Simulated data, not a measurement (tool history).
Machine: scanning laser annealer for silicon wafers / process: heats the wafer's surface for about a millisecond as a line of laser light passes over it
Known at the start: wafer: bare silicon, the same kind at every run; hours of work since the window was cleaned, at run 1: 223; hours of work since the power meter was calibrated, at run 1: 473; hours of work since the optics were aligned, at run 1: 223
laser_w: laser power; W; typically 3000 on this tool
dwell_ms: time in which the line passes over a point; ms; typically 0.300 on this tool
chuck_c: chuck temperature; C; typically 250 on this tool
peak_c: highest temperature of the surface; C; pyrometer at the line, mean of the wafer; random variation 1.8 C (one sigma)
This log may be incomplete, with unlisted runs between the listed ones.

| run | hour | laser_w | dwell_ms | chuck_c | hours of work since the window was cleaned | hours of work since the power meter was calibrated | hours of work since the optics were aligned | peak_c |
|---|---|---|---|---|---|---|---|---|
| 1 | 0.0 | 3000 | 0.300 | 250 | 223 | 473 | 223 | 1022 |
| 2 | 67.4 | 3000 | 0.300 | 250 | 273 | 523 | 273 | 1021 |
| 3 | 126.3 | 3000 | 0.300 | 250 | 317 | 567 | 317 | 1018 |
| 4 | 165.7 | 3000 | 0.300 | 250 | 347 | 597 | 347 | 1015 |
|  | 210.4 | window over the wafer cleaned |
| 5 | 212.4 | 3000 | 0.300 | 264 | 2 | 630 | 380 | 1048 |
| 6 | 281.6 | 3000 | 0.300 | 264 | 53 | 682 | 432 | 1045 |
| 7 | 349.9 | 3102 | 0.300 | 250 | 104 | 733 | 483 | 1057 |
| 8 | 410.2 | 3102 | 0.300 | 250 | 149 | 778 | 528 | 1052 |
| 9 | 460.9 | 2942 | 0.330 | 241 | 187 | 816 | 566 | 1031 |
| 10 | 512.4 | 2942 | 0.330 | 241 | 226 | 855 | 604 | 1030 |
| 11 | 560.7 | 2942 | 0.312 | 241 | 262 | 891 | 640 | 1008 |
| 12 | 630.3 | 2942 | 0.312 | 241 | 314 | 943 | 693 | 1005 |
| 13 | 687.0 | 2608 | 0.300 | 250 | 356 | 985 | 735 | 900 |

Predict each of these 3 candidate next runs independently; none follows another, all start after run 13:
|  | 716.5 | window over the wafer cleaned |
| A | 751.9 | 3232 | 0.283 | 266 | 27 | 1032 | 782 | ? |
|  | 716.5 | window over the wafer cleaned |
| B | 751.9 | 2986 | 0.308 | 250 | 27 | 1032 | 782 | ? |
|  | 716.5 | window over the wafer cleaned |
| C | 751.9 | 2595 | 0.341 | 223 | 27 | 1032 | 782 | ? |

| run | peak_c |
|---|---|
| A | 1085 |
| B | 1033 |
| C | 929 |
Had the tool no hidden state, the same runs would have come out as:
| run | peak_c |
|---|---|
| A | 1103 |
| B | 1050 |
| C | 944 |

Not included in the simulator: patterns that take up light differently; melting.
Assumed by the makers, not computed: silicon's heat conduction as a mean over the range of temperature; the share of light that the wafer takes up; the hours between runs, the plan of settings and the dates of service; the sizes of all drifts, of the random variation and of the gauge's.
